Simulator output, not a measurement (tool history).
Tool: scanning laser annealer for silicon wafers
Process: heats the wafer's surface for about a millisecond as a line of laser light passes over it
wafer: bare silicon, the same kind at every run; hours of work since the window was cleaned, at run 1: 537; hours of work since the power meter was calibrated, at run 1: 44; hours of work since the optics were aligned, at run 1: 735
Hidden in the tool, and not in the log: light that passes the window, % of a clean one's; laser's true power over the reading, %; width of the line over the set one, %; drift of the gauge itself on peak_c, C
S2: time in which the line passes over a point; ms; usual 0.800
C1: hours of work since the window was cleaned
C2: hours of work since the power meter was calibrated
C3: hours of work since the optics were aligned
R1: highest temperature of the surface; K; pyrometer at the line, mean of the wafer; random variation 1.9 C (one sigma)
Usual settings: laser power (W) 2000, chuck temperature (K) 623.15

{"run": 1, "hour": 0.0, "laser power (W)": 2000, "S2": 0.8, "chuck temperature (K)": 623.15, "C1": 537, "C2": 44, "C3": 735, "R1": 1330.15}
{"run": 2, "hour": 33.8, "laser power (W)": 2000, "S2": 0.8, "chuck temperature (K)": 623.15, "C1": 561, "C2": 68, "C3": 760, "R1": 1332.15}
{"run": 3, "hour": 56.9, "laser power (W)": 2000, "S2": 0.8, "chuck temperature (K)": 623.15, "C1": 578, "C2": 85, "C3": 776, "R1": 1330.15}
{"run": 4, "hour": 95.7, "laser power (W)": 2000, "S2": 0.8, "chuck temperature (K)": 623.15, "C1": 606, "C2": 113, "C3": 804, "R1": 1325.15}
{"run": 5, "hour": 145.0, "laser power (W)": 2004, "S2": 0.8, "chuck temperature (K)": 623.15, "C1": 641, "C2": 148, "C3": 840, "R1": 1326.15}
{"run": 6, "hour": 186.2, "laser power (W)": 2004, "S2": 0.8, "chuck temperature (K)": 623.15, "C1": 671, "C2": 178, "C3": 870, "R1": 1329.15}
{"run": 7, "hour": 230.8, "laser power (W)": 2004, "S2": 0.8, "chuck temperature (K)": 623.15, "C1": 703, "C2": 210, "C3": 902, "R1": 1322.15}
{"run": 8, "hour": 261.1, "laser power (W)": 2004, "S2": 0.8, "chuck temperature (K)": 623.15, "C1": 725, "C2": 232, "C3": 924, "R1": 1325.15}
{"run": 9, "hour": 310.3, "laser power (W)": 2000, "S2": 0.8, "chuck temperature (K)": 623.15, "C1": 761, "C2": 268, "C3": 959, "R1": 1318.15}
{"run": 10, "hour": 355.0, "laser power (W)": 2000, "S2": 0.8, "chuck temperature (K)": 623.15, "C1": 793, "C2": 300, "C3": 992, "R1": 1317.15}
{"run": 11, "hour": 396.2, "laser power (W)": 2000, "S2": 0.8, "chuck temperature (K)": 623.15, "C1": 823, "C2": 330, "C3": 1021, "R1": 1316.15}
{"run": 12, "hour": 438.9, "laser power (W)": 2000, "S2": 0.8, "chuck temperature (K)": 623.15, "C1": 854, "C2": 361, "C3": 1052, "R1": 1313.15}
{"run": 13, "hour": 488.0, "laser power (W)": 1700, "S2": 0.8, "chuck temperature (K)": 623.15, "C1": 889, "C2": 396, "C3": 1088, "R1": 1181.15}
{"run": 14, "hour": 534.2, "laser power (W)": 1700, "S2": 0.8, "chuck temperature (K)": 623.15, "C1": 922, "C2": 429, "C3": 1121, "R1": 1181.15}
{"hour": 577.1, "done": "optics aligned, line set to its width"}
{"run": 15, "hour": 585.3, "laser power (W)": 2000, "S2": 0.8, "chuck temperature (K)": 628.15, "C1": 956, "C2": 463, "C3": 6, "R1": 1324.15}
{"run": 16, "hour": 617.4, "laser power (W)": 2000, "S2": 0.913, "chuck temperature (K)": 623.15, "C1": 979, "C2": 486, "C3": 29, "R1": 1375.15}
{"hour": 644.8, "done": "window over the wafer cleaned"}
{"run": 17, "hour": 666.2, "laser power (W)": 2001, "S2": 0.807, "chuck temperature (K)": 650.15, "C1": 15, "C2": 520, "C3": 63, "R1": 1396.15}
{"run": 18, "hour": 710.4, "laser power (W)": 1733, "S2": 0.91, "chuck temperature (K)": 613.15, "C1": 47, "C2": 552, "C3": 95, "R1": 1275.15}
{"run": 19, "hour": 750.8, "laser power (W)": 1763, "S2": 0.688, "chuck temperature (K)": 623.15, "C1": 77, "C2": 581, "C3": 124, "R1": 1194.15}
{"run": 20, "hour": 773.3, "laser power (W)": 1763, "S2": 0.688, "chuck temperature (K)": 623.15, "C1": 93, "C2": 597, "C3": 140, "R1": 1196.15}
{"run": 21, "hour": 822.5, "laser power (W)": 1825, "S2": 0.612, "chuck temperature (K)": 646.15, "C1": 128, "C2": 633, "C3": 176, "R1": 1202.15}
{"run": 22, "hour": 864.4, "laser power (W)": 2079, "S2": 0.932, "chuck temperature (K)": 597.15, "C1": 159, "C2": 663, "C3": 206, "R1": 1437.15}
{"run": 23, "hour": 914.6, "laser power (W)": 2144, "S2": 0.587, "chuck temperature (K)": 621.15, "C1": 195, "C2": 699, "C3": 242, "R1": 1287.15}
{"run": 24, "hour": 954.1, "laser power (W)": 2000, "S2": 0.8, "chuck temperature (K)": 643.15, "C1": 223, "C2": 728, "C3": 271, "R1": 1366.15}
{"run": 25, "hour": 983.0, "laser power (W)": 2195, "S2": 0.8, "chuck temperature (K)": 623.15, "C1": 244, "C2": 749, "C3": 292, "R1": 1438.15}
{"run": 26, "hour": 1029.7, "laser power (W)": 2016, "S2": 0.8, "chuck temperature (K)": 640.15, "C1": 278, "C2": 782, "C3": 325, "R1": 1373.15}
{"run": 27, "hour": 1074.3, "laser power (W)": 1935, "S2": 0.8, "chuck temperature (K)": 643.15, "C1": 310, "C2": 814, "C3": 358, "R1": 1334.15}
{"run": 28, "hour": 1099.5, "laser power (W)": 2151, "S2": 0.578, "chuck temperature (K)": 609.15, "C1": 328, "C2": 833, "C3": 376, "R1": 1262.15}
{"run": 29, "hour": 1125.5, "laser power (W)": 2151, "S2": 0.578, "chuck temperature (K)": 609.15, "C1": 347, "C2": 851, "C3": 395, "R1": 1262.15}
{"run": 30, "hour": 1178.1, "laser power (W)": 2151, "S2": 0.578, "chuck temperature (K)": 609.15, "C1": 385, "C2": 889, "C3": 433, "R1": 1265.15}
{"run": 31, "hour": 1219.0, "laser power (W)": 2151, "S2": 0.578, "chuck temperature (K)": 609.15, "C1": 415, "C2": 919, "C3": 462, "R1": 1260.15}

3 ways to go on from here, each from the tool as it stands after run 31. What would each give?
{"run": "A", "hour": 1271.7, "laser power (W)": 1773, "S2": 0.983, "chuck temperature (K)": 655.15, "C1": 453, "C2": 957, "C3": 500, "R1": "?"}
{"run": "B", "hour": 1271.7, "laser power (W)": 2000, "S2": 0.923, "chuck temperature (K)": 621.15, "C1": 453, "C2": 957, "C3": 500, "R1": "?"}
{"run": "C", "hour": 1271.7, "laser power (W)": 1706, "S2": 0.8, "chuck temperature (K)": 604.15, "C1": 453, "C2": 957, "C3": 500, "R1": "?"}

run=A R1=1344.15
run=B R1=1395.15
run=C R1=1185.15
Without the tool's hidden state the same runs would have given:
run=A R1=1375.15
run=B R1=1430.15
run=C R1=1211.15
